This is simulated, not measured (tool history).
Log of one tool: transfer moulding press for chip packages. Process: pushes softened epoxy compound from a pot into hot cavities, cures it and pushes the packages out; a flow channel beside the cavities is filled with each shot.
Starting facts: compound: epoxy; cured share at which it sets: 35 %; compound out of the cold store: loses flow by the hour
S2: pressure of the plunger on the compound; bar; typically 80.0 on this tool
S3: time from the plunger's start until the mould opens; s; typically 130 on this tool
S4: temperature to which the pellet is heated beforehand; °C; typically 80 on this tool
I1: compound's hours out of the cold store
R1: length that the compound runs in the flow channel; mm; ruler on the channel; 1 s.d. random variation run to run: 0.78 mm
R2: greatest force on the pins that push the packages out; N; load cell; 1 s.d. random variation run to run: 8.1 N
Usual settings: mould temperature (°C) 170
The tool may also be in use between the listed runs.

{"run": 1, "hour": 0.0, "mould temperature (°C)": 170, "S2": 80.0, "S3": 130, "S4": 80, "I1": 32.4, "R1": 502.6, "R2": 546}
{"hour": 18.0, "done": "cavities cleaned with cleaning compound and waxed"}
{"run": 2, "hour": 40.9, "mould temperature (°C)": 170, "S2": 80.0, "S3": 130, "S4": 80, "I1": 23.2, "R1": 521.6, "R2": 683}
{"run": 3, "hour": 82.6, "mould temperature (°C)": 170, "S2": 80.0, "S3": 130, "S4": 80, "I1": 47.6, "R1": 469.5, "R2": 672}
{"hour": 94.5, "done": "cavities cleaned with cleaning compound and waxed"}
{"run": 4, "hour": 141.8, "mould temperature (°C)": 170, "S2": 80.0, "S3": 130, "S4": 80, "I1": 32.7, "R1": 498.7, "R2": 523}
{"hour": 175.3, "done": "cavities cleaned with cleaning compound and waxed"}
{"run": 5, "hour": 210.5, "mould temperature (°C)": 170, "S2": 80.0, "S3": 130, "S4": 80, "I1": 28.9, "R1": 506.1, "R2": 537}
{"hour": 250.4, "done": "cavities cleaned with cleaning compound and waxed"}
{"run": 6, "hour": 291.0, "mould temperature (°C)": 170, "S2": 76.1, "S3": 130, "S4": 80, "I1": 26.7, "R1": 496.9, "R2": 537}
{"hour": 313.3, "done": "cavities cleaned with cleaning compound and waxed, once more"}
{"run": 7, "hour": 345.7, "mould temperature (°C)": 164, "S2": 80.0, "S3": 130, "S4": 80, "I1": 30.2, "R1": 512.3, "R2": 779}
{"hour": 388.5, "done": "cavities cleaned with cleaning compound and waxed"}
{"run": 8, "hour": 397.8, "mould temperature (°C)": 170, "S2": 80.0, "S3": 147, "S4": 80, "I1": 36.6, "R1": 484.6, "R2": 417}
{"hour": 412.0, "done": "plunger's sealing rings changed"}
{"run": 9, "hour": 458.0, "mould temperature (°C)": 170, "S2": 80.0, "S3": 147, "S4": 80, "I1": 26.4, "R1": 514.3, "R2": 488}
{"hour": 466.3, "done": "cavities cleaned with cleaning compound and waxed"}
{"run": 10, "hour": 498.9, "mould temperature (°C)": 170, "S2": 80.0, "S3": 147, "S4": 80, "I1": 35.2, "R1": 494.2, "R2": 454}
{"hour": 546.4, "done": "cavities cleaned with cleaning compound and waxed"}
{"run": 11, "hour": 577.3, "mould temperature (°C)": 168, "S2": 80.0, "S3": 130, "S4": 80, "I1": 44.1, "R1": 478.2, "R2": 555}
{"hour": 620.9, "done": "cavities cleaned with cleaning compound and waxed"}
{"run": 12, "hour": 648.5, "mould temperature (°C)": 168, "S2": 80.0, "S3": 130, "S4": 80, "I1": 8.8, "R1": 557.6, "R2": 598}
{"run": 13, "hour": 684.8, "mould temperature (°C)": 168, "S2": 80.0, "S3": 130, "S4": 80, "I1": 13.8, "R1": 544.4, "R2": 633}
{"hour": 696.4, "done": "cavities cleaned with cleaning compound and waxed"}
{"run": 14, "hour": 723.5, "mould temperature (°C)": 170, "S2": 67.4, "S3": 130, "S4": 82, "I1": 40.2, "R1": 440.4, "R2": 493}
{"hour": 772.8, "done": "cavities cleaned with cleaning compound and waxed"}
{"run": 15, "hour": 802.4, "mould temperature (°C)": 170, "S2": 78.6, "S3": 130, "S4": 83, "I1": 24.2, "R1": 508.5, "R2": 525}
{"hour": 849.6, "done": "cavities cleaned with cleaning compound and waxed"}
{"run": 16, "hour": 866.4, "mould temperature (°C)": 170, "S2": 61.7, "S3": 130, "S4": 74, "I1": 15.5, "R1": 465.6, "R2": 504}
{"hour": 896.1, "done": "plunger's sealing rings changed"}
{"run": 17, "hour": 912.5, "mould temperature (°C)": 165, "S2": 65.3, "S3": 159, "S4": 73, "I1": 27.7, "R1": 473.4, "R2": 538}
{"hour": 927.8, "done": "cavities cleaned with cleaning compound and waxed"}
{"run": 18, "hour": 972.9, "mould temperature (°C)": 165, "S2": 65.3, "S3": 112, "S4": 73, "I1": 18.6, "R1": 490.6, "R2": 1036}
{"hour": 1003.5, "done": "cavities cleaned with cleaning compound and waxed"}
{"run": 19, "hour": 1053.2, "mould temperature (°C)": 165, "S2": 65.3, "S3": 112, "S4": 73, "I1": 36.5, "R1": 451.7, "R2": 1000}
{"hour": 1080.8, "done": "cavities cleaned with cleaning compound and waxed"}
{"run": 20, "hour": 1123.4, "mould temperature (°C)": 165, "S2": 65.3, "S3": 112, "S4": 73, "I1": 13.4, "R1": 499.1, "R2": 1059}
{"hour": 1157.3, "done": "mould's thermocouples calibrated"}
{"hour": 1158.8, "done": "cavities cleaned with cleaning compound and waxed"}
{"run": 21, "hour": 1204.0, "mould temperature (°C)": 163, "S2": 78.7, "S3": 163, "S4": 77, "I1": 43.2, "R1": 485.6, "R2": 570}
{"hour": 1237.6, "done": "cavities cleaned with cleaning compound and waxed"}
{"run": 22, "hour": 1270.0, "mould temperature (°C)": 163, "S2": 78.7, "S3": 163, "S4": 77, "I1": 17.1, "R1": 543.6, "R2": 569}
{"hour": 1316.5, "done": "cavities cleaned with cleaning compound and waxed"}
{"run": 23, "hour": 1337.3, "mould temperature (°C)": 163, "S2": 78.7, "S3": 163, "S4": 77, "I1": 42.8, "R1": 483.6, "R2": 517}
{"hour": 1383.8, "done": "plunger's sealing rings changed"}
{"hour": 1397.0, "done": "cavities cleaned with cleaning compound and waxed"}
{"run": 24, "hour": 1412.9, "mould temperature (°C)": 170, "S2": 80.0, "S3": 133, "S4": 80, "I1": 14.8, "R1": 544.0, "R2": 509}
{"hour": 1472.4, "done": "cavities cleaned with cleaning compound and waxed"}
{"run": 25, "hour": 1474.2, "mould temperature (°C)": 170, "S2": 64.7, "S3": 130, "S4": 82, "I1": 44.9, "R1": 425.5, "R2": 463}

Results per run with the tool's hidden condition removed, run-to-run variation unchanged:
The tool's hidden condition here consists of: true mould temperature over the reading, C; pressure that reaches the compound, % of what is set; grip of the stained cavities, % over clean ones'; drift of the gauge itself on flow_mm, %; drift of the gauge itself on push_out_n, %.
run=1 R1=504.8 R2=451
run=2 R1=525.0 R2=479
run=3 R1=473.4 R2=465
run=4 R1=504.3 R2=451
run=5 R1=513.5 R2=477
run=6 R1=506.1 R2=468
run=7 R1=523.2 R2=703
run=8 R1=496.0 R2=403
run=9 R1=517.5 R2=400
run=10 R1=498.2 R2=405
run=11 R1=483.8 R2=513
run=12 R1=566.1 R2=569
run=13 R1=553.7 R2=548
run=14 R1=448.7 R2=457
run=15 R1=520.0 R2=489
run=16 R1=477.7 R2=497
run=17 R1=477.7 R2=465
run=18 R1=496.6 R2=971
run=19 R1=458.9 R2=918
run=20 R1=508.9 R2=1009
run=21 R1=493.7 R2=492
run=22 R1=554.5 R2=504
run=23 R1=494.8 R2=473
run=24 R1=547.5 R2=480
run=25 R1=429.3 R2=462
